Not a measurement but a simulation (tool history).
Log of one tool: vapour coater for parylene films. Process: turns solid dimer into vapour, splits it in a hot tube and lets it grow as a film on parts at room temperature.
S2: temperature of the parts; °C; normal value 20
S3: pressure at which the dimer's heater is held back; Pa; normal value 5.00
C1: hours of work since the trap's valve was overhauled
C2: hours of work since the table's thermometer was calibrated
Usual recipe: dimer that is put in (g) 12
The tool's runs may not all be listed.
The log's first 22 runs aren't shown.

run 23 hour=765.0 | dimer_that_is_put_in_(g)=12 S2=17 S3=5.00 | C1=558 C2=1242 | thickness_of_the_film_(µm)=4.04
run 24 hour=795.0 | dimer_that_is_put_in_(g)=14 S2=20 S3=8.87 | C1=584 C2=1269 | thickness_of_the_film_(µm)=4.30
run 25 hour=842.4 | dimer_that_is_put_in_(g)=12 S2=23 S3=5.75 | C1=626 C2=1311 | thickness_of_the_film_(µm)=3.58
run 26 hour=883.9 | dimer_that_is_put_in_(g)=6 S2=23 S3=7.31 | C1=662 C2=1347 | thickness_of_the_film_(µm)=1.75
-- hour=912.1 trap's valve overhauled
-- hour=926.3 table's thermometer calibrated
run 27 hour=933.0 | dimer_that_is_put_in_(g)=8 S2=23 S3=7.31 | C1=17 C2=6 | thickness_of_the_film_(µm)=2.49
run 28 hour=965.7 | dimer_that_is_put_in_(g)=14 S2=20 S3=2.99 | C1=46 C2=35 | thickness_of_the_film_(µm)=4.90
run 29 hour=1008.1 | dimer_that_is_put_in_(g)=14 S2=20 S3=2.99 | C1=84 C2=72 | thickness_of_the_film_(µm)=4.85
run 30 hour=1058.5 | dimer_that_is_put_in_(g)=14 S2=20 S3=2.99 | C1=128 C2=116 | thickness_of_the_film_(µm)=4.82
run 31 hour=1086.6 | dimer_that_is_put_in_(g)=12 S2=20 S3=3.31 | C1=153 C2=141 | thickness_of_the_film_(µm)=4.08
run 32 hour=1123.1 | dimer_that_is_put_in_(g)=7 S2=29 S3=9.58 | C1=185 C2=173 | thickness_of_the_film_(µm)=1.87
run 33 hour=1154.2 | dimer_that_is_put_in_(g)=22 S2=20 S3=4.49 | C1=213 C2=201 | thickness_of_the_film_(µm)=7.29
run 34 hour=1198.1 | dimer_that_is_put_in_(g)=18 S2=23 S3=5.00 | C1=251 C2=240 | thickness_of_the_film_(µm)=5.60
run 35 hour=1227.7 | dimer_that_is_put_in_(g)=18 S2=19 S3=4.38 | C1=277 C2=266 | thickness_of_the_film_(µm)=6.06
run 36 hour=1250.6 | dimer_that_is_put_in_(g)=6 S2=20 S3=7.21 | C1=297 C2=286 | thickness_of_the_film_(µm)=1.91
run 37 hour=1294.0 | dimer_that_is_put_in_(g)=15 S2=27 S3=3.34 | C1=336 C2=324 | thickness_of_the_film_(µm)=4.40
run 38 hour=1319.5 | dimer_that_is_put_in_(g)=16 S2=14 S3=5.10 | C1=358 C2=347 | thickness_of_the_film_(µm)=5.80
run 39 hour=1350.0 | dimer_that_is_put_in_(g)=6 S2=20 S3=3.56 | C1=385 C2=373 | thickness_of_the_film_(µm)=1.98
run 40 hour=1390.2 | dimer_that_is_put_in_(g)=6 S2=20 S3=3.56 | C1=420 C2=409 | thickness_of_the_film_(µm)=1.97
run 41 hour=1434.1 | dimer_that_is_put_in_(g)=14 S2=20 S3=2.39 | C1=459 C2=448 | thickness_of_the_film_(µm)=4.71
run 42 hour=1475.8 | dimer_that_is_put_in_(g)=14 S2=20 S3=2.39 | C1=496 C2=484 | thickness_of_the_film_(µm)=4.70
run 43 hour=1521.2 | dimer_that_is_put_in_(g)=14 S2=20 S3=2.39 | C1=536 C2=524 | thickness_of_the_film_(µm)=4.64
run 44 hour=1542.0 | dimer_that_is_put_in_(g)=9 S2=21 S3=2.07 | C1=554 C2=543 | thickness_of_the_film_(µm)=2.98
run 45 hour=1574.7 | dimer_that_is_put_in_(g)=9 S2=21 S3=2.07 | C1=583 C2=572 | thickness_of_the_film_(µm)=2.95
run 46 hour=1623.4 | dimer_that_is_put_in_(g)=16 S2=12 S3=4.12 | C1=626 C2=615 | thickness_of_the_film_(µm)=5.99

Here are 5 independent what-if runs from the current tool condition. What would each one return?
run A hour=1662.9 | dimer_that_is_put_in_(g)=12 S2=22 S3=3.34 | C1=661 C2=649 | thickness_of_the_film_(µm)=?
run B hour=1662.9 | dimer_that_is_put_in_(g)=16 S2=13 S3=4.12 | C1=661 C2=649 | thickness_of_the_film_(µm)=?
run C hour=1662.9 | dimer_that_is_put_in_(g)=11 S2=26 S3=6.05 | C1=661 C2=649 | thickness_of_the_film_(µm)=?
run D hour=1662.9 | dimer_that_is_put_in_(g)=16 S2=17 S3=4.12 | C1=661 C2=649 | thickness_of_the_film_(µm)=?
run E hour=1662.9 | dimer_that_is_put_in_(g)=9 S2=22 S3=4.12 | C1=661 C2=649 | thickness_of_the_film_(µm)=?

run=A thickness_of_the_film_(µm)=3.72
run=B thickness_of_the_film_(µm)=5.78
run=C thickness_of_the_film_(µm)=3.06
run=D thickness_of_the_film_(µm)=5.40
run=E thickness_of_the_film_(µm)=2.75
Without the tool's unlogged condition, the same runs would have read:
run=A thickness_of_the_film_(µm)=4.03
run=B thickness_of_the_film_(µm)=6.26
run=C thickness_of_the_film_(µm)=3.31
run=D thickness_of_the_film_(µm)=5.84
run=E thickness_of_the_film_(µm)=2.97

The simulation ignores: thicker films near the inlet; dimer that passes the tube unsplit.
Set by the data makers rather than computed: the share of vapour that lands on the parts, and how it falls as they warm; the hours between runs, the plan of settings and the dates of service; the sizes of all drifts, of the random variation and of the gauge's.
